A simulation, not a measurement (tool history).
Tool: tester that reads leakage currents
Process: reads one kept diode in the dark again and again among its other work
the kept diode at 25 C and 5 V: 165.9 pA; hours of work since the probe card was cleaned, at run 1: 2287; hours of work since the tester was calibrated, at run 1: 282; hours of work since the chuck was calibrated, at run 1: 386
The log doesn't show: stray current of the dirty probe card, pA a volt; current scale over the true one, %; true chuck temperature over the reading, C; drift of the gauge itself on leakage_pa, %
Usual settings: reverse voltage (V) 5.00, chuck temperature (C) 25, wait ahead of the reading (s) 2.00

run     day  reverse voltage (V)  chuck temperature (C)  wait ahead of the reading (s)  hours of work since the probe card was cleaned  hours of work since the tester was calibrated  hours of work since the chuck was calibrated  current that the tester gives (pA)
  1   0.000                 5.00                     25                           2.00                                            2287                                            282                                           386                              169.06
  2   5.388                 5.00                     25                           2.00                                            2362                                            357                                           461                              167.90
  3   8.512                 5.00                     25                           2.00                                            2406                                            401                                           505                              166.13
  4  12.217                 5.00                     25                           2.00                                            2457                                            452                                           556                              165.80
  5  15.288                 5.00                     25                           2.00                                            2500                                            495                                           599                              165.37
  6  19.900                 5.00                     25                           2.00                                            2565                                            560                                           664                              165.02
     22.817  -- probe card cleaned and baked
  7  25.108                 5.00                     25                           2.00                                              32                                            631                                           735                              157.49
  8  30.142                 5.00                     25                           9.80                                             102                                            701                                           805                              155.38
  9  34.208                 5.00                     29                           9.80                                             159                                            758                                           862                              226.04
 10  38.292                 5.00                     29                           9.80                                             216                                            815                                           919                              224.86
     38.742  -- tester calibrated
 11  42.788                 4.23                     21                           2.00                                             278                                             56                                           980                               96.90
 12  47.738                 8.85                     21                           4.87                                             347                                            126                                          1049                              140.65
 13  51.904                 4.12                     51                           1.21                                             405                                            184                                          1107                             1319.51
 14  54.246                 5.00                     25                           0.94                                             438                                            216                                          1140                              153.59
 15  59.504                 2.03                     32                           0.55                                             511                                            290                                          1214                              184.90
     61.771  -- tester calibrated, once more
 16  62.712                 3.91                     32                           0.42                                             555                                             13                                          1257                              259.49
 17  67.979                 3.91                     32                           0.42                                             628                                             87                                          1331                              257.34
 18  72.842                 3.41                     36                           7.18                                             696                                            155                                          1399                              336.24
 19  76.929                 8.67                     22                           2.00                                             753                                            212                                          1456                              150.46
     78.183  -- chuck's temperature calibrated
 20  81.879                 5.00                     51                           2.00                                             821                                            280                                            52                             1555.12

4 ways to go on from here, each from the tool as it stands after run 20. What would each give?
  A  86.633                 1.35                     51                           3.25                                             887                                            346                                           118                                   ?
  B  86.633                 5.00                     52                           6.68                                             887                                            346                                           118                                   ?
  C  86.633                 2.52                     58                           2.00                                             887                                            346                                           118                                   ?
  D  86.633                 3.32                     25                           0.62                                             887                                            346                                           118                                   ?

run  current that the tester gives (pA)
  A                              800.43
  B                             1680.67
  C                             1905.75
  D                              136.04
Without the tool's hidden state the same runs would have given:
run  current that the tester gives (pA)
  A                              814.98
  B                             1710.14
  C                             1939.39
  D                              137.56
